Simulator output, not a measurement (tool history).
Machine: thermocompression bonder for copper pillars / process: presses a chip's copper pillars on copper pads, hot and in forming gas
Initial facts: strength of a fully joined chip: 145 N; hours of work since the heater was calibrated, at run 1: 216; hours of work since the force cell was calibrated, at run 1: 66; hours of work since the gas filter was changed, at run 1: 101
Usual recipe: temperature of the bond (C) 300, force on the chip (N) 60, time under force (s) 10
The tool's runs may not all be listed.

run	day	temperature of the bond (C)	force on the chip (N)	time under force (s)	hours of work since the heater was calibrated	hours of work since the force cell was calibrated	hours of work since the gas filter was changed	force that shears a chip off (N)
1	0	300	60	10	216	66	101	87.4
2	1.379	300	60	15	230	79	114	96.8
3	2.821	300	60	15	244	93	128	97.5
4	3.954	300	60	10	254	104	139	85.7
5	5.183	300	87	10	266	116	151	96.9
6	6.104	300	65	10	275	125	159	86.7
7	7.15	300	65	23	285	135	169	106.1
# day 7.638: forming gas filter changed
8	7.942	300	65	23	293	142	3	116.2
9	9.283	300	65	23	305	155	16	117.4
10	10.079	300	60	10	313	163	23	90
11	11.342	300	60	10	325	175	36	90.1
12	12.842	300	60	10	340	189	50	87.7
13	14.3	300	60	10	354	203	64	88.4
14	15.183	300	60	10	362	212	72	88.1
15	16.117	300	60	10	371	221	81	86.9
16	17.088	300	60	10	380	230	91	85.5
17	18.412	272	60	10	393	243	104	61.5
18	19.358	300	60	5	402	252	113	67.9
19	20.075	300	60	10	409	259	119	84.3
20	21.388	277	71	11	422	271	132	73.2
21	22.533	271	87	10	433	282	143	72.3
22	23.212	281	43	10	439	289	150	57.9
23	24.146	293	43	10	448	298	159	66.3
24	25.308	293	64	8	459	309	170	72.8
# day 25.696: forming gas filter changed
25	26.396	293	64	25	470	319	7	108.5

Run 26 is up next; what results do you expect?
26	27.458	293	64	25	480	329	17	?

Run 26 came out at force that shears a chip off (N) 106.9.
Take away the tool's hidden state, keep the run-to-run variation as it was, and the same run would have given force that shears a chip off (N) 116.8.

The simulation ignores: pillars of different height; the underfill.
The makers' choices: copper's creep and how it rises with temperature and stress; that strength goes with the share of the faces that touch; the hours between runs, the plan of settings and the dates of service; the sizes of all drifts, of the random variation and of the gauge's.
